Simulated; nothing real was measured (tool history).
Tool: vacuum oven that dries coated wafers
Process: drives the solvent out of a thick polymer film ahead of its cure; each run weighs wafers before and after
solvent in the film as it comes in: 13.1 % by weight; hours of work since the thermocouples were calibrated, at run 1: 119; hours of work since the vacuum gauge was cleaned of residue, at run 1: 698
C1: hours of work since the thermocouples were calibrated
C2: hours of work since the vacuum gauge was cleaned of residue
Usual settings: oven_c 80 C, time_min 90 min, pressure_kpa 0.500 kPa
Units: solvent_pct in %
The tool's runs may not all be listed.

run 1 hour=0.0 | oven_c=80 time_min=90 pressure_kpa=0.500 | C1=119 C2=698 | solvent_pct=0.663
run 2 hour=76.7 | oven_c=80 time_min=90 pressure_kpa=0.500 | C1=153 C2=732 | solvent_pct=0.645
run 3 hour=182.6 | oven_c=80 time_min=90 pressure_kpa=0.500 | C1=201 C2=780 | solvent_pct=0.642
run 4 hour=246.0 | oven_c=80 time_min=90 pressure_kpa=0.500 | C1=230 C2=809 | solvent_pct=0.645
run 5 hour=296.0 | oven_c=80 time_min=90 pressure_kpa=0.500 | C1=253 C2=832 | solvent_pct=0.644
run 6 hour=361.2 | oven_c=80 time_min=90 pressure_kpa=0.500 | C1=282 C2=861 | solvent_pct=0.622
run 7 hour=430.3 | oven_c=80 time_min=90 pressure_kpa=0.500 | C1=313 C2=892 | solvent_pct=0.638
run 8 hour=534.0 | oven_c=80 time_min=90 pressure_kpa=0.500 | C1=360 C2=939 | solvent_pct=0.625
run 9 hour=624.8 | oven_c=79 time_min=90 pressure_kpa=0.500 | C1=401 C2=980 | solvent_pct=0.722
run 10 hour=721.0 | oven_c=79 time_min=90 pressure_kpa=0.500 | C1=445 C2=1024 | solvent_pct=0.714
run 11 hour=771.5 | oven_c=79 time_min=90 pressure_kpa=0.500 | C1=468 C2=1047 | solvent_pct=0.703
run 12 hour=835.3 | oven_c=79 time_min=90 pressure_kpa=0.500 | C1=497 C2=1076 | solvent_pct=0.699
run 13 hour=920.8 | oven_c=79 time_min=90 pressure_kpa=0.500 | C1=535 C2=1114 | solvent_pct=0.699
run 14 hour=971.3 | oven_c=79 time_min=90 pressure_kpa=0.500 | C1=558 C2=1137 | solvent_pct=0.703
run 15 hour=1061.1 | oven_c=79 time_min=90 pressure_kpa=0.500 | C1=599 C2=1178 | solvent_pct=0.692
run 16 hour=1108.0 | oven_c=80 time_min=90 pressure_kpa=0.500 | C1=620 C2=1199 | solvent_pct=0.601
run 17 hour=1164.8 | oven_c=80 time_min=90 pressure_kpa=0.500 | C1=646 C2=1225 | solvent_pct=0.615
run 18 hour=1245.6 | oven_c=80 time_min=90 pressure_kpa=0.500 | C1=682 C2=1261 | solvent_pct=0.601
run 19 hour=1292.0 | oven_c=80 time_min=90 pressure_kpa=0.500 | C1=703 C2=1282 | solvent_pct=0.592
run 20 hour=1349.4 | oven_c=80 time_min=90 pressure_kpa=0.500 | C1=729 C2=1308 | solvent_pct=0.598
run 21 hour=1417.6 | oven_c=80 time_min=90 pressure_kpa=0.500 | C1=760 C2=1339 | solvent_pct=0.581
run 22 hour=1522.1 | oven_c=80 time_min=90 pressure_kpa=0.500 | C1=807 C2=1386 | solvent_pct=0.585
run 23 hour=1599.2 | oven_c=80 time_min=59 pressure_kpa=0.282 | C1=842 C2=1421 | solvent_pct=1.325
run 24 hour=1705.1 | oven_c=80 time_min=59 pressure_kpa=0.282 | C1=890 C2=1469 | solvent_pct=1.320
run 25 hour=1812.2 | oven_c=80 time_min=59 pressure_kpa=0.790 | C1=939 C2=1518 | solvent_pct=1.419
run 26 hour=1868.0 | oven_c=70 time_min=90 pressure_kpa=0.500 | C1=964 C2=1543 | solvent_pct=1.772
-- hour=1898.7 oven's thermocouples calibrated
run 27 hour=1950.0 | oven_c=70 time_min=90 pressure_kpa=0.500 | C1=23 C2=1579 | solvent_pct=2.088
run 28 hour=2047.2 | oven_c=70 time_min=114 pressure_kpa=1.609 | C1=67 C2=1623 | solvent_pct=1.865
run 29 hour=2129.1 | oven_c=80 time_min=108 pressure_kpa=0.350 | C1=104 C2=1660 | solvent_pct=0.445
run 30 hour=2189.6 | oven_c=80 time_min=90 pressure_kpa=0.286 | C1=132 C2=1688 | solvent_pct=0.665
run 31 hour=2282.5 | oven_c=72 time_min=90 pressure_kpa=0.286 | C1=174 C2=1730 | solvent_pct=1.631
run 32 hour=2356.6 | oven_c=72 time_min=90 pressure_kpa=0.286 | C1=207 C2=1763 | solvent_pct=1.643
run 33 hour=2450.0 | oven_c=82 time_min=149 pressure_kpa=0.930 | C1=249 C2=1805 | solvent_pct=0.356
run 34 hour=2517.2 | oven_c=87 time_min=149 pressure_kpa=0.930 | C1=280 C2=1836 | solvent_pct=0.278
run 35 hour=2586.6 | oven_c=85 time_min=62 pressure_kpa=1.289 | C1=311 C2=1867 | solvent_pct=0.972
run 36 hour=2638.5 | oven_c=85 time_min=62 pressure_kpa=1.289 | C1=335 C2=1891 | solvent_pct=0.981
run 37 hour=2687.7 | oven_c=80 time_min=84 pressure_kpa=0.438 | C1=357 C2=1913 | solvent_pct=0.770
run 38 hour=2796.1 | oven_c=95 time_min=84 pressure_kpa=0.509 | C1=406 C2=1962 | solvent_pct=0.154
run 39 hour=2845.8 | oven_c=95 time_min=84 pressure_kpa=0.509 | C1=429 C2=1985 | solvent_pct=0.156
run 40 hour=2945.5 | oven_c=95 time_min=84 pressure_kpa=0.509 | C1=474 C2=2030 | solvent_pct=0.169
run 41 hour=3020.8 | oven_c=76 time_min=90 pressure_kpa=0.500 | C1=508 C2=2064 | solvent_pct=1.058

Hidden state at the last listed run before each entry between runs and at the first one after, where it differs:
Between runs 26 and 27: oven's thermocouples calibrated (hour 1898.7)
  true wafer temperature over the reading, C: 2.05 -> 0.16; true pressure over the reading, kPa: 0.38 -> 0.389
  measured less the result without the state, solvent_pct: -0.233 -> +0.107 %
